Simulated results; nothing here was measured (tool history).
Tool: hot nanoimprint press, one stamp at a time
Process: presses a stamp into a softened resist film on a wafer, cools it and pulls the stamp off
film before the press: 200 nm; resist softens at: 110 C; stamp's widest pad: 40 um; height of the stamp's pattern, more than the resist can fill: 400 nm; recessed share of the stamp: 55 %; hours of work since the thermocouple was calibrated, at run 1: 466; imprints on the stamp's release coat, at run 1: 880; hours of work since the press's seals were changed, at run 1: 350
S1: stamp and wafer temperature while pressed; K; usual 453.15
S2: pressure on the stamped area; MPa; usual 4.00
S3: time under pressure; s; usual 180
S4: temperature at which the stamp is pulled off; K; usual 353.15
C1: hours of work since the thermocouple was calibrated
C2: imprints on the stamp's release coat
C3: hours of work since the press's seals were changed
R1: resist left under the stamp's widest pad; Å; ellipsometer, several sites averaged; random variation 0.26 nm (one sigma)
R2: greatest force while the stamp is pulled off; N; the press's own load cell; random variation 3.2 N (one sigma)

run,hour,S1,S2,S3,S4,C1,C2,C3,R1,R2
1,0.0,453.15,4.00,180,353.15,466,880,350,916,196
2,17.2,453.15,4.00,180,353.15,476,918,360,914,203
3,29.6,453.15,4.00,180,353.15,483,946,366,910,201
4,40.9,453.15,4.00,180,353.15,489,971,373,918,193
5,49.1,453.15,4.00,180,353.15,494,989,378,914,201
6,59.8,453.15,4.00,180,353.15,500,1012,383,923,194
7,66.9,453.15,3.26,180,353.15,504,1028,387,1010,196
8,82.3,453.15,3.26,180,353.15,512,1062,396,1006,208
9,97.1,453.15,3.26,180,353.15,521,1095,404,1008,199
10,106.3,453.15,3.26,180,353.15,526,1115,410,1009,205
11,118.3,453.15,3.26,180,353.15,533,1142,416,1013,206
12,130.1,456.15,3.26,180,353.15,539,1168,423,928,207
13,147.0,456.15,3.26,180,353.15,549,1205,433,935,204
14,159.3,456.15,3.26,180,353.15,556,1232,439,934,208
15,175.7,456.15,3.26,180,353.15,565,1269,449,927,214
16,185.2,456.15,3.26,180,353.15,570,1290,454,935,210
17,201.2,456.15,4.97,180,353.15,579,1325,463,765,214
18,215.5,456.15,4.97,180,353.15,587,1357,471,765,213
19,224.0,453.15,4.00,140,353.15,592,1375,476,1009,213
# hour 230.3: plate thermocouple calibrated
20,238.7,453.15,4.00,140,353.15,5,1401,482,984,212
21,250.4,453.15,4.00,149,353.15,11,1427,489,963,215
22,262.4,453.15,4.00,149,353.15,18,1454,496,962,211
23,278.0,462.15,4.06,180,353.15,27,1488,504,693,222
24,293.7,453.15,4.00,239,353.15,36,1523,513,814,224
25,308.5,453.15,4.00,239,353.15,44,1555,522,813,229
26,325.2,453.15,4.00,239,353.15,53,1593,531,815,213
27,335.0,453.15,4.00,225,353.15,59,1614,537,828,224
# hour 354.1: stamp cleaned and given a new release coat
28,354.8,463.15,4.80,303,350.15,67,2,544,509,159
29,369.4,463.15,4.80,303,350.15,75,34,553,505,164

Hidden state at the last listed run before each entry between runs and at the first one after, where it differs:
Between runs 19 and 20: plate thermocouple calibrated (hour 230.3)
  true temperature over the reading, C: -1.56 -> -0.41; pressure that arrives at the usual setting, %: 96.04 -> 95.98; grip of the stamp's worn release coat, % over a new coat's: 36.4 -> 37.1
  measured less the result without the state, R1: +60 -> +30 Å; R2: +61 -> +58 N
Between runs 27 and 28: stamp cleaned and given a new release coat (hour 354.1)
  true temperature over the reading, C: -0.54 -> -0.56; pressure that arrives at the usual setting, %: 95.54 -> 95.47; grip of the stamp's worn release coat, % over a new coat's: 42.8 -> 0.1
  measured less the result without the state, R1: +31 -> +23 Å; R2: +68 -> +2 N
